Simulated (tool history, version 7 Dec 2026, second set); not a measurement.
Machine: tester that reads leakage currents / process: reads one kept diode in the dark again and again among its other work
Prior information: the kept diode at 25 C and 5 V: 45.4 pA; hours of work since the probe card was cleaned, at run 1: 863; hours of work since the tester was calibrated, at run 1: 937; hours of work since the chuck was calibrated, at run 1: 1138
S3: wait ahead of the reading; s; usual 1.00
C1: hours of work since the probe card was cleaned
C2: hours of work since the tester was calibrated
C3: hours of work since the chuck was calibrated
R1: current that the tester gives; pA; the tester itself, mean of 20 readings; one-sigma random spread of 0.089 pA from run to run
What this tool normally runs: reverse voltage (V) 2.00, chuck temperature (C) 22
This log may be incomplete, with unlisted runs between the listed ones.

run 1 day=0.000 | reverse_voltage_(V)=2.00 chuck_temperature_(C)=22 S3=1.00 | C1=863 C2=937 C3=1138 | R1=27.57
run 2 day=2.021 | reverse_voltage_(V)=2.00 chuck_temperature_(C)=22 S3=2.17 | C1=885 C2=958 C3=1159 | R1=27.33
run 3 day=5.321 | reverse_voltage_(V)=2.00 chuck_temperature_(C)=22 S3=2.17 | C1=920 C2=993 C3=1194 | R1=27.34
run 4 day=10.100 | reverse_voltage_(V)=2.00 chuck_temperature_(C)=22 S3=1.00 | C1=970 C2=1044 C3=1245 | R1=27.64
run 5 day=13.967 | reverse_voltage_(V)=2.00 chuck_temperature_(C)=22 S3=1.00 | C1=1011 C2=1085 C3=1286 | R1=27.94
run 6 day=18.221 | reverse_voltage_(V)=2.00 chuck_temperature_(C)=22 S3=0.40 | C1=1056 C2=1130 C3=1331 | R1=28.60
run 7 day=22.888 | reverse_voltage_(V)=2.00 chuck_temperature_(C)=22 S3=1.00 | C1=1106 C2=1180 C3=1380 | R1=28.19
run 8 day=27.079 | reverse_voltage_(V)=2.00 chuck_temperature_(C)=22 S3=1.00 | C1=1150 C2=1224 C3=1425 | R1=28.39
run 9 day=29.688 | reverse_voltage_(V)=2.00 chuck_temperature_(C)=22 S3=1.00 | C1=1178 C2=1252 C3=1453 | R1=28.38
run 10 day=33.679 | reverse_voltage_(V)=2.00 chuck_temperature_(C)=45 S3=1.00 | C1=1220 C2=1294 C3=1495 | R1=224.00
run 11 day=37.650 | reverse_voltage_(V)=2.67 chuck_temperature_(C)=22 S3=1.00 | C1=1262 C2=1336 C3=1537 | R1=32.09
run 12 day=41.075 | reverse_voltage_(V)=2.67 chuck_temperature_(C)=22 S3=1.00 | C1=1299 C2=1372 C3=1573 | R1=32.19
run 13 day=45.604 | reverse_voltage_(V)=2.67 chuck_temperature_(C)=26 S3=1.00 | C1=1347 C2=1420 C3=1621 | R1=46.97
run 14 day=50.000 | reverse_voltage_(V)=2.00 chuck_temperature_(C)=22 S3=1.00 | C1=1393 C2=1467 C3=1668 | R1=29.03
run 15 day=54.267 | reverse_voltage_(V)=2.00 chuck_temperature_(C)=22 S3=1.00 | C1=1438 C2=1512 C3=1713 | R1=29.00
run 16 day=58.379 | reverse_voltage_(V)=2.20 chuck_temperature_(C)=22 S3=1.00 | C1=1482 C2=1556 C3=1757 | R1=30.61
run 17 day=60.375 | reverse_voltage_(V)=2.00 chuck_temperature_(C)=22 S3=5.12 | C1=1503 C2=1577 C3=1778 | R1=29.03
run 18 day=64.183 | reverse_voltage_(V)=2.00 chuck_temperature_(C)=22 S3=1.53 | C1=1544 C2=1617 C3=1818 | R1=29.46
run 19 day=68.950 | reverse_voltage_(V)=2.00 chuck_temperature_(C)=57 S3=1.00 | C1=1594 C2=1668 C3=1869 | R1=609.99
run 20 day=73.379 | reverse_voltage_(V)=2.00 chuck_temperature_(C)=57 S3=1.00 | C1=1641 C2=1715 C3=1916 | R1=614.51
run 21 day=75.662 | reverse_voltage_(V)=2.00 chuck_temperature_(C)=53 S3=8.94 | C1=1665 C2=1739 C3=1940 | R1=446.43
run 22 day=80.275 | reverse_voltage_(V)=2.00 chuck_temperature_(C)=53 S3=3.91 | C1=1714 C2=1788 C3=1989 | R1=446.62
run 23 day=84.100 | reverse_voltage_(V)=2.00 chuck_temperature_(C)=51 S3=0.30 | C1=1755 C2=1828 C3=2029 | R1=381.19
run 24 day=86.817 | reverse_voltage_(V)=7.18 chuck_temperature_(C)=52 S3=2.55 | C1=1783 C2=1857 C3=2058 | R1=665.50
run 25 day=89.475 | reverse_voltage_(V)=2.00 chuck_temperature_(C)=22 S3=1.67 | C1=1812 C2=1885 C3=2086 | R1=30.30
run 26 day=91.775 | reverse_voltage_(V)=1.15 chuck_temperature_(C)=22 S3=3.46 | C1=1836 C2=1910 C3=2111 | R1=24.30
-- day=92.238 chuck's temperature calibrated
run 27 day=95.417 | reverse_voltage_(V)=1.15 chuck_temperature_(C)=22 S3=3.46 | C1=1874 C2=1947 C3=34 | R1=25.98
run 28 day=97.704 | reverse_voltage_(V)=1.15 chuck_temperature_(C)=22 S3=3.46 | C1=1898 C2=1972 C3=58 | R1=25.96
run 29 day=101.771 | reverse_voltage_(V)=5.67 chuck_temperature_(C)=22 S3=0.44 | C1=1941 C2=2015 C3=101 | R1=51.15
run 30 day=106.400 | reverse_voltage_(V)=5.00 chuck_temperature_(C)=22 S3=0.44 | C1=1990 C2=2064 C3=150 | R1=48.70
-- day=109.267 chuck's temperature calibrated, once more
run 31 day=110.179 | reverse_voltage_(V)=1.21 chuck_temperature_(C)=36 S3=1.74 | C1=2029 C2=2103 C3=10 | R1=78.66
run 32 day=112.562 | reverse_voltage_(V)=1.21 chuck_temperature_(C)=36 S3=1.74 | C1=2055 C2=2128 C3=35 | R1=78.52
run 33 day=116.358 | reverse_voltage_(V)=1.54 chuck_temperature_(C)=36 S3=0.46 | C1=2095 C2=2168 C3=75 | R1=87.25
run 34 day=121.129 | reverse_voltage_(V)=2.00 chuck_temperature_(C)=22 S3=1.57 | C1=2145 C2=2219 C3=126 | R1=27.04
run 35 day=124.392 | reverse_voltage_(V)=2.72 chuck_temperature_(C)=22 S3=2.40 | C1=2180 C2=2254 C3=160 | R1=30.64
run 36 day=127.233 | reverse_voltage_(V)=3.31 chuck_temperature_(C)=22 S3=1.00 | C1=2210 C2=2284 C3=190 | R1=33.80
run 37 day=131.367 | reverse_voltage_(V)=2.00 chuck_temperature_(C)=21 S3=5.04 | C1=2254 C2=2328 C3=234 | R1=24.65
run 38 day=134.050 | reverse_voltage_(V)=2.00 chuck_temperature_(C)=21 S3=5.04 | C1=2282 C2=2356 C3=263 | R1=24.85
run 39 day=138.508 | reverse_voltage_(V)=2.57 chuck_temperature_(C)=33 S3=1.00 | C1=2330 C2=2403 C3=310 | R1=82.36

Here are 4 independent what-if runs from the current tool condition. What would each one return?
run A day=143.212 | reverse_voltage_(V)=2.00 chuck_temperature_(C)=52 S3=0.33 | C1=2379 C2=2453 C3=360 | R1=?
run B day=143.212 | reverse_voltage_(V)=5.84 chuck_temperature_(C)=22 S3=1.00 | C1=2379 C2=2453 C3=360 | R1=?
run C day=143.212 | reverse_voltage_(V)=2.57 chuck_temperature_(C)=33 S3=0.52 | C1=2379 C2=2453 C3=360 | R1=?
run D day=143.212 | reverse_voltage_(V)=2.00 chuck_temperature_(C)=24 S3=1.00 | C1=2379 C2=2453 C3=360 | R1=?

run=A R1=380.71
run=B R1=44.54
run=C R1=82.99
run=D R1=33.34
What these runs would have given with no unlogged condition in the tool:
run=A R1=361.57
run=B R1=36.75
run=C R1=76.57
run=D R1=29.79

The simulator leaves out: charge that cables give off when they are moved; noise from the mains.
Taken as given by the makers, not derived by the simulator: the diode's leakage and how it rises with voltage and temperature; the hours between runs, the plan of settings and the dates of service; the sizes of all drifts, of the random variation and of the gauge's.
